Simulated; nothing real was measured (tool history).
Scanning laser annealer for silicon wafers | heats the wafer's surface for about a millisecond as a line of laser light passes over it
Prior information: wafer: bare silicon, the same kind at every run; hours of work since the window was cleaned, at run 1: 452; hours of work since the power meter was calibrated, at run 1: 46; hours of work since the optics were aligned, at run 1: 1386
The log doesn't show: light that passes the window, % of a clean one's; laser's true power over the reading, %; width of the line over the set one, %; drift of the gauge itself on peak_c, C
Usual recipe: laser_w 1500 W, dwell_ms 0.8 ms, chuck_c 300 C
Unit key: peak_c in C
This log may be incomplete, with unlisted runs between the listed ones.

run	day	laser_w	dwell_ms	chuck_c	hours of work since the window was cleaned	hours of work since the power meter was calibrated	hours of work since the optics were aligned	peak_c
1	0	1500	0.8	300	452	46	1386	1066
2	1	1500	0.8	300	470	63	1404	1059
3	2.104	1500	0.8	300	489	83	1424	1064
4	3.15	1500	0.8	300	508	102	1443	1061
5	4.221	1500	0.8	300	527	121	1462	1062
6	5.158	1500	0.644	300	544	138	1479	993
7	5.888	1500	0.8	300	557	151	1492	1064
8	6.804	1293	0.8	300	574	168	1508	954
9	7.467	1293	0.8	300	585	179	1520	952
10	8.388	1500	0.8	295	602	196	1537	1058
11	9.496	1358	0.8	295	622	216	1557	986
12	10.588	1500	0.8	300	641	235	1576	1062
13	11.533	1301	0.8	300	658	252	1593	957
14	12.558	1608	0.8	330	677	271	1611	1149
15	13.079	1576	0.649	314	686	280	1621	1047
# day 14.192: optics aligned, line set to its width
16	14.196	1397	0.614	280	702	296	0	912
17	14.762	1397	0.614	280	712	306	10	909
18	15.425	1365	0.8	300	724	318	22	990
19	16.562	1365	0.8	300	745	339	42	987
20	17.633	1309	0.569	318	764	358	62	889
21	18.683	1309	0.569	271	783	377	81	844
22	19.312	1618	0.621	311	794	388	92	1048
23	20.379	1618	0.936	315	813	407	111	1197
24	21.112	1597	0.587	280	826	420	124	990

Each row is a separate what-if for the run after 24, all from the same tool condition, not one after another. Results?
A	21.85	1570	0.581	300	839	433	137	?
B	21.85	1597	0.587	305	839	433	137	?
C	21.85	1597	0.633	280	839	433	137	?

run	peak_c
A	995
B	1014
C	1014
Had the tool no hidden state, the same runs would have come out as:
run	peak_c
A	996
B	1015
C	1014
